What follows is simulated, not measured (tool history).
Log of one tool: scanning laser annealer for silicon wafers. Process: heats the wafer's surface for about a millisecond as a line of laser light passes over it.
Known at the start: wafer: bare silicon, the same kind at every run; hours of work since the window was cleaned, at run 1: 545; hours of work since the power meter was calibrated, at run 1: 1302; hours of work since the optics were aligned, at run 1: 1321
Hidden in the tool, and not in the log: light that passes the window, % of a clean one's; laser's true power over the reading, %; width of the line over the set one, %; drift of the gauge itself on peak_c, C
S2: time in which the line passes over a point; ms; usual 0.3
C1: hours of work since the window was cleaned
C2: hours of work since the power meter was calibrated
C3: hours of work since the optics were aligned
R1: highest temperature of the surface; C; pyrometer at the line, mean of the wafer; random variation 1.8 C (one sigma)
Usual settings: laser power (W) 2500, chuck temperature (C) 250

{"run": 1, "hour": 0.0, "laser power (W)": 2500, "S2": 0.3, "chuck temperature (C)": 250, "C1": 545, "C2": 1302, "C3": 1321, "R1": 968}
{"hour": 19.0, "done": "optics aligned, line set to its width"}
{"run": 2, "hour": 51.3, "laser power (W)": 2500, "S2": 0.223, "chuck temperature (C)": 250, "C1": 566, "C2": 1323, "C3": 14, "R1": 850}
{"run": 3, "hour": 103.0, "laser power (W)": 2500, "S2": 0.223, "chuck temperature (C)": 250, "C1": 588, "C2": 1346, "C3": 37, "R1": 851}
{"run": 4, "hour": 156.0, "laser power (W)": 2500, "S2": 0.223, "chuck temperature (C)": 250, "C1": 612, "C2": 1369, "C3": 60, "R1": 851}
{"run": 5, "hour": 206.3, "laser power (W)": 2500, "S2": 0.223, "chuck temperature (C)": 250, "C1": 634, "C2": 1391, "C3": 83, "R1": 852}
{"run": 6, "hour": 289.8, "laser power (W)": 2500, "S2": 0.3, "chuck temperature (C)": 250, "C1": 671, "C2": 1428, "C3": 120, "R1": 970}
{"run": 7, "hour": 327.2, "laser power (W)": 2500, "S2": 0.338, "chuck temperature (C)": 250, "C1": 687, "C2": 1445, "C3": 136, "R1": 1020}
{"run": 8, "hour": 398.5, "laser power (W)": 2500, "S2": 0.338, "chuck temperature (C)": 250, "C1": 719, "C2": 1476, "C3": 168, "R1": 1021}
{"run": 9, "hour": 451.4, "laser power (W)": 2500, "S2": 0.338, "chuck temperature (C)": 250, "C1": 742, "C2": 1500, "C3": 191, "R1": 1018}
{"run": 10, "hour": 517.2, "laser power (W)": 2500, "S2": 0.338, "chuck temperature (C)": 250, "C1": 771, "C2": 1529, "C3": 220, "R1": 1016}
{"run": 11, "hour": 582.5, "laser power (W)": 2500, "S2": 0.338, "chuck temperature (C)": 250, "C1": 800, "C2": 1557, "C3": 249, "R1": 1018}
{"run": 12, "hour": 650.2, "laser power (W)": 2500, "S2": 0.3, "chuck temperature (C)": 250, "C1": 830, "C2": 1587, "C3": 279, "R1": 969}
{"run": 13, "hour": 706.7, "laser power (W)": 2500, "S2": 0.3, "chuck temperature (C)": 250, "C1": 855, "C2": 1612, "C3": 304, "R1": 964}
{"run": 14, "hour": 754.3, "laser power (W)": 2500, "S2": 0.3, "chuck temperature (C)": 250, "C1": 876, "C2": 1633, "C3": 325, "R1": 965}
{"hour": 778.1, "done": "window over the wafer cleaned"}
{"run": 15, "hour": 795.7, "laser power (W)": 2232, "S2": 0.3, "chuck temperature (C)": 250, "C1": 8, "C2": 1651, "C3": 342, "R1": 877}
{"run": 16, "hour": 848.2, "laser power (W)": 2679, "S2": 0.3, "chuck temperature (C)": 250, "C1": 31, "C2": 1674, "C3": 365, "R1": 1032}
{"run": 17, "hour": 892.9, "laser power (W)": 2501, "S2": 0.301, "chuck temperature (C)": 268, "C1": 51, "C2": 1694, "C3": 385, "R1": 986}
{"run": 18, "hour": 949.4, "laser power (W)": 2500, "S2": 0.234, "chuck temperature (C)": 281, "C1": 76, "C2": 1719, "C3": 410, "R1": 897}
{"run": 19, "hour": 1019.2, "laser power (W)": 2500, "S2": 0.234, "chuck temperature (C)": 281, "C1": 107, "C2": 1749, "C3": 441, "R1": 901}
{"run": 20, "hour": 1078.7, "laser power (W)": 2500, "S2": 0.258, "chuck temperature (C)": 250, "C1": 133, "C2": 1776, "C3": 467, "R1": 909}
{"run": 21, "hour": 1124.4, "laser power (W)": 2747, "S2": 0.3, "chuck temperature (C)": 259, "C1": 153, "C2": 1796, "C3": 487, "R1": 1063}
{"run": 22, "hour": 1191.8, "laser power (W)": 2747, "S2": 0.3, "chuck temperature (C)": 259, "C1": 183, "C2": 1826, "C3": 517, "R1": 1062}
{"run": 23, "hour": 1266.0, "laser power (W)": 2579, "S2": 0.293, "chuck temperature (C)": 240, "C1": 216, "C2": 1858, "C3": 550, "R1": 978}
{"run": 24, "hour": 1310.1, "laser power (W)": 2357, "S2": 0.349, "chuck temperature (C)": 250, "C1": 235, "C2": 1878, "C3": 569, "R1": 980}
{"run": 25, "hour": 1369.1, "laser power (W)": 2583, "S2": 0.369, "chuck temperature (C)": 241, "C1": 261, "C2": 1904, "C3": 595, "R1": 1082}
{"run": 26, "hour": 1422.5, "laser power (W)": 2131, "S2": 0.3, "chuck temperature (C)": 211, "C1": 285, "C2": 1928, "C3": 619, "R1": 803}
{"run": 27, "hour": 1458.9, "laser power (W)": 2128, "S2": 0.215, "chuck temperature (C)": 249, "C1": 301, "C2": 1944, "C3": 635, "R1": 731}
{"run": 28, "hour": 1497.0, "laser power (W)": 2128, "S2": 0.215, "chuck temperature (C)": 249, "C1": 318, "C2": 1960, "C3": 652, "R1": 732}
{"run": 29, "hour": 1560.5, "laser power (W)": 2448, "S2": 0.295, "chuck temperature (C)": 265, "C1": 346, "C2": 1989, "C3": 680, "R1": 959}
{"run": 30, "hour": 1637.1, "laser power (W)": 2448, "S2": 0.295, "chuck temperature (C)": 265, "C1": 379, "C2": 2022, "C3": 714, "R1": 956}
{"run": 31, "hour": 1716.8, "laser power (W)": 2448, "S2": 0.295, "chuck temperature (C)": 265, "C1": 415, "C2": 2058, "C3": 749, "R1": 960}

Forecast each of these 5 alternatives for the next run:
{"run": "A", "hour": 1793.5, "laser power (W)": 2500, "S2": 0.376, "chuck temperature (C)": 250, "C1": 449, "C2": 2091, "C3": 783, "R1": "?"}
{"run": "B", "hour": 1793.5, "laser power (W)": 2448, "S2": 0.3, "chuck temperature (C)": 265, "C1": 449, "C2": 2091, "C3": 783, "R1": "?"}
{"run": "C", "hour": 1793.5, "laser power (W)": 2447, "S2": 0.295, "chuck temperature (C)": 269, "C1": 449, "C2": 2091, "C3": 783, "R1": "?"}
{"run": "D", "hour": 1793.5, "laser power (W)": 2510, "S2": 0.25, "chuck temperature (C)": 278, "C1": 449, "C2": 2091, "C3": 783, "R1": "?"}
{"run": "E", "hour": 1793.5, "laser power (W)": 2382, "S2": 0.295, "chuck temperature (C)": 276, "C1": 449, "C2": 2091, "C3": 783, "R1": "?"}

run=A R1=1072
run=B R1=964
run=C R1=964
run=D R1=923
run=E R1=947
Without the tool's hidden state the same runs would have given:
run=A R1=1073
run=B R1=965
run=C R1=965
run=D R1=924
run=E R1=948

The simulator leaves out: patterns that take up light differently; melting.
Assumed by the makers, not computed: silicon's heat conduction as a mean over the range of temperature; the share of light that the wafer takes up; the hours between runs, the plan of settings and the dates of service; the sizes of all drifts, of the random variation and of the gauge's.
